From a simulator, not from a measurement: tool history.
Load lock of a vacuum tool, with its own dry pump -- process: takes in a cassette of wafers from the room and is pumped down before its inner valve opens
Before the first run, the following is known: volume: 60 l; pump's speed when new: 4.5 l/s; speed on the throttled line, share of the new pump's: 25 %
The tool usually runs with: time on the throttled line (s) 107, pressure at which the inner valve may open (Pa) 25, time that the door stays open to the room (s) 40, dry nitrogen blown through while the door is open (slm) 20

run    hour  time on the throttled line (s)  pressure at which the inner valve may open (Pa)  time that the door stays open to the room (s)  dry nitrogen blown through while the door is open (slm)  incoming humidity of the room's air, %  time from the closed door until the inner valve may open (s)  rise of the pressure with all valves shut (Pa/min)
  1     0.0                             107                                               25                                             40                                                       20                                    40.7                                                         198.1                                               0.234
  2   139.3                             107                                               25                                            102                                                       20                                    43.0                                                         198.2                                               0.260
  3   268.1                             107                                               25                                            102                                                       20                                    45.8                                                         198.5                                               0.275
  4   426.6                             107                                               25                                            102                                                       20                                    42.1                                                         198.9                                               0.279
  5   618.5                             107                                               25                                            102                                                       20                                    44.6                                                         198.6                                               0.300
  6   774.7                             107                                               25                                            102                                                       20                                    49.0                                                         196.8                                               0.313
  7   891.8                             107                                               25                                            102                                                       20                                    44.4                                                         198.4                                               0.317
  8  1045.0                             107                                               25                                             42                                                       20                                    44.4                                                         198.4                                               0.296
  9  1213.8                             107                                               25                                            197                                                       20                                    49.3                                                         200.9                                               0.368
 10  1338.1                             107                                               25                                            197                                                       20                                    42.3                                                         197.9                                               0.367
 11  1549.4                             107                                               25                                             40                                                       20                                    46.6                                                         200.9                                               0.328
 12  1743.9                             107                                               25                                             40                                                       20                                    44.6                                                         199.8                                               0.332
 13  1978.6                             107                                               47                                             40                                                       20                                    42.9                                                         189.8                                               0.348
 14  2135.3                             107                                               47                                            106                                                       20                                    45.2                                                         190.9                                               0.392
 15  2309.5                             107                                               47                                            106                                                       20                                    45.4                                                         191.8                                               0.410
 16  2481.5                             107                                               47                                            106                                                        6                                    42.8                                                         191.0                                               0.439
 17  2617.5                             107                                               25                                            214                                                       20                                    50.7                                                         201.1                                               0.465
 18  2829.0                             107                                               28                                             40                                                       20                                    44.0                                                         200.4                                               0.414
 19  3020.1                              95                                               20                                             40                                                       11                                    43.7                                                         195.9                                               0.443
 20  3196.8                              95                                               20                                             40                                                       11                                    47.3                                                         195.5                                               0.454
 21  3479.8                              95                                               20                                             64                                                       11                                    45.2                                                         194.2                                               0.493

What does the tool deliver on the next run?
 22  3767.4                             131                                               44                                             73                                                        4                                    44.5                                                             ?                                                   ?

time from the closed door until the inner valve may open (s): 209.1
rise of the pressure with all valves shut (Pa/min): 0.526
With the hidden condition absent and the run-to-run variation left alone, this run would have shown time from the closed door until the inner valve may open (s) 202.1, rise of the pressure with all valves shut (Pa/min) 0.069.
